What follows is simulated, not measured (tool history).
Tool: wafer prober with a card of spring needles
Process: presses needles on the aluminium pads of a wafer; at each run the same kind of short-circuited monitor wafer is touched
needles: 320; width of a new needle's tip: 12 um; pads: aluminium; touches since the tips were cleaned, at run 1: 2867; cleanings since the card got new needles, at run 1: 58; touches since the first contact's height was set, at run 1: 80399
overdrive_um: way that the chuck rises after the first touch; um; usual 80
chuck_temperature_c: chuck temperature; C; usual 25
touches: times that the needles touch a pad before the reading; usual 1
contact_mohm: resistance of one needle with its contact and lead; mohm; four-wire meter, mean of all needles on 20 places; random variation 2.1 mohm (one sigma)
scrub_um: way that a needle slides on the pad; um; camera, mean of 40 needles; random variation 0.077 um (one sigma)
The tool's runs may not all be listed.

run,hour,overdrive_um,chuck_temperature_c,touches,touches since the tips were cleaned,cleanings since the card got new needles,touches since the first contact's height was set,contact_mohm,scrub_um
1,0,80,25,1,2867,58,80399,234,13.58
# hour 2.6: tips cleaned on abrasive film
# hour 12.6: tips cleaned on abrasive film
# hour 25.2: tips cleaned on abrasive film
# hour 37.8: tips cleaned on abrasive film
2,47.4,80,25,1,3528,62,97607,239,13.7
# hour 50: tips cleaned on abrasive film
# hour 62.5: tips cleaned on abrasive film
# hour 75.1: tips cleaned on abrasive film
# hour 87.6: tips cleaned on abrasive film
3,96.1,80,25,1,3098,66,115300,238,13.53
# hour 98.7: tips cleaned on abrasive film
# hour 111.2: tips cleaned on abrasive film
# hour 123.8: tips cleaned on abrasive film
# hour 136.3: tips cleaned on abrasive film
# hour 148.9: tips cleaned on abrasive film
4,153.2,80,25,1,1604,71,136049,232,13.62
# hour 160.8: tips cleaned on abrasive film
# hour 170.9: tips cleaned on abrasive film
# hour 183.4: tips cleaned on abrasive film
# hour 196: tips cleaned on abrasive film
5,205.7,80,25,1,3556,75,155112,238,13.53
# hour 208.3: tips cleaned on abrasive film
# hour 218.3: tips cleaned on abrasive film
# hour 230.9: tips cleaned on abrasive film
# hour 243.4: tips cleaned on abrasive film
# hour 246.2: height of the first contact set anew
# hour 256.3: tips cleaned on abrasive film
# hour 266.6: tips cleaned on abrasive film
6,266.6,80,25,2,0,81,7393,224,14.03
# hour 279.2: tips cleaned on abrasive film
# hour 289.2: tips cleaned on abrasive film
# hour 301.8: tips cleaned on abrasive film
# hour 314.3: tips cleaned on abrasive film
7,314.4,80,25,2,17,85,24737,222,13.83
# hour 326.8: tips cleaned on abrasive film
# hour 336.9: tips cleaned on abrasive film
8,346,80,25,2,3340,87,36248,232,13.9
# hour 348.6: tips cleaned on abrasive film
# hour 358.7: tips cleaned on abrasive film
# hour 371.2: tips cleaned on abrasive film
# hour 383.8: tips cleaned on abrasive film
# hour 394.1: tips cleaned on abrasive film
9,394.1,80,25,2,0,92,53685,223,13.81
# hour 404.2: tips cleaned on abrasive film
# hour 414.2: tips cleaned on abrasive film
# hour 426.8: tips cleaned on abrasive film
10,428.2,80,25,2,517,95,66062,224,13.76
# hour 438.3: tips cleaned on abrasive film
# hour 450.8: tips cleaned on abrasive film
# hour 463.2: tips cleaned on abrasive film
11,463.2,80,41,1,0,98,78765,226,13.76
# hour 475.7: tips cleaned on abrasive film
# hour 488.3: tips cleaned on abrasive film
# hour 500: tips cleaned on abrasive film
12,500,79,25,1,0,101,92128,225,13.48
# hour 510: tips cleaned on abrasive film
# hour 520.1: tips cleaned on abrasive film
13,528.1,92,27,2,2927,103,102353,227,15.8
# hour 530.7: tips cleaned on abrasive film
# hour 540.7: tips cleaned on abrasive film
# hour 553.3: tips cleaned on abrasive film
# hour 565.8: tips cleaned on abrasive film
# hour 578.4: tips cleaned on abrasive film
14,584,92,27,2,2070,108,122665,229,15.81
# hour 589.1: tips cleaned on abrasive film
# hour 601.7: tips cleaned on abrasive film
# hour 614.2: tips cleaned on abrasive film
15,616.8,92,27,2,947,111,134555,224,15.58
# hour 624.3: tips cleaned on abrasive film
# hour 636.9: tips cleaned on abrasive film
# hour 649.4: tips cleaned on abrasive film
# hour 660.4: tips cleaned on abrasive film
16,660.4,92,46,1,0,115,150373,230,15.63
# hour 670.5: tips cleaned on abrasive film
# hour 683: tips cleaned on abrasive film
17,687.5,92,46,1,1633,117,160216,237,15.5
# hour 695: tips cleaned on abrasive film
# hour 707.6: tips cleaned on abrasive film
# hour 712.9: height of the first contact set anew
# hour 717.9: tips cleaned on abrasive film
18,725.6,92,46,1,2809,120,4634,237,16.04
# hour 728.2: tips cleaned on abrasive film
# hour 738.3: tips cleaned on abrasive film
# hour 750.8: tips cleaned on abrasive film
# hour 760.9: tips cleaned on abrasive film
# hour 773.4: tips cleaned on abrasive film
# hour 783.6: tips cleaned on abrasive film
19,783.6,67,30,2,0,126,25643,227,11.72

Forecast each of these 3 alternatives for the next run:
# hour 796.1: tips cleaned on abrasive film
# hour 806.2: tips cleaned on abrasive film
# hour 818.7: tips cleaned on abrasive film
# hour 828.8: tips cleaned on abrasive film
A,836.1,67,30,2,2665,130,44724,?,?
# hour 796.1: tips cleaned on abrasive film
# hour 806.2: tips cleaned on abrasive film
# hour 818.7: tips cleaned on abrasive film
# hour 828.8: tips cleaned on abrasive film
B,836.1,60,64,1,2665,130,44724,?,?
# hour 796.1: tips cleaned on abrasive film
# hour 806.2: tips cleaned on abrasive film
# hour 818.7: tips cleaned on abrasive film
# hour 828.8: tips cleaned on abrasive film
C,836.1,80,82,1,2665,130,44724,?,?

run,contact_mohm,scrub_um
A,233,11.63
B,249,10.32
C,247,13.69
Without the tool's hidden state the same runs would have given:
run,contact_mohm,scrub_um
A,226,11.83
B,234,10.52
C,241,13.89
